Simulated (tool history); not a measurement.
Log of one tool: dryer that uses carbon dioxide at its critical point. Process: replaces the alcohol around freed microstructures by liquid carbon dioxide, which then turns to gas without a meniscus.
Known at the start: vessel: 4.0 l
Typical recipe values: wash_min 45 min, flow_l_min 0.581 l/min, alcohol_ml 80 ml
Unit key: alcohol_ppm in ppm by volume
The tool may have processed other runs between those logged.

run	day	wash_min	flow_l_min	alcohol_ml	alcohol_ppm
1	0.000	45	0.581	80	102
2	0.412	45	0.581	80	106
3	0.725	35	0.581	80	253
4	0.929	35	0.581	80	242
5	1.229	35	0.581	80	249
6	1.438	35	0.581	80	257
7	1.700	45	0.399	80	408
8	2.071	45	0.399	80	435
9	2.275	45	0.581	80	119
# day 2.479: inlet filter changed
10	2.625	45	0.581	80	90
11	2.983	45	0.581	80	84
12	3.400	40	0.355	80	680
13	3.733	30	0.640	21	104
14	3.971	30	0.640	21	111
15	4.342	30	0.640	21	105
16	4.621	59	0.954	74	67
17	4.867	59	0.954	74	71
18	5.229	45	0.581	23	70
19	5.471	42	0.793	80	58
20	5.892	42	0.793	80	71
21	6.279	55	0.731	68	68
22	6.708	55	0.731	68	63

Here are 5 independent what-if runs from the current tool condition. What would each one return?
A	7.100	55	0.746	68	?
B	7.100	69	0.421	29	?
C	7.100	45	0.581	30	?
D	7.100	55	0.731	66	?
E	7.100	35	0.390	73	?

run	alcohol_ppm
A	75
B	75
C	78
D	68
E	752
With no hidden state in the tool, these same runs would have given:
run	alcohol_ppm
A	9
B	9
C	12
D	2
E	623
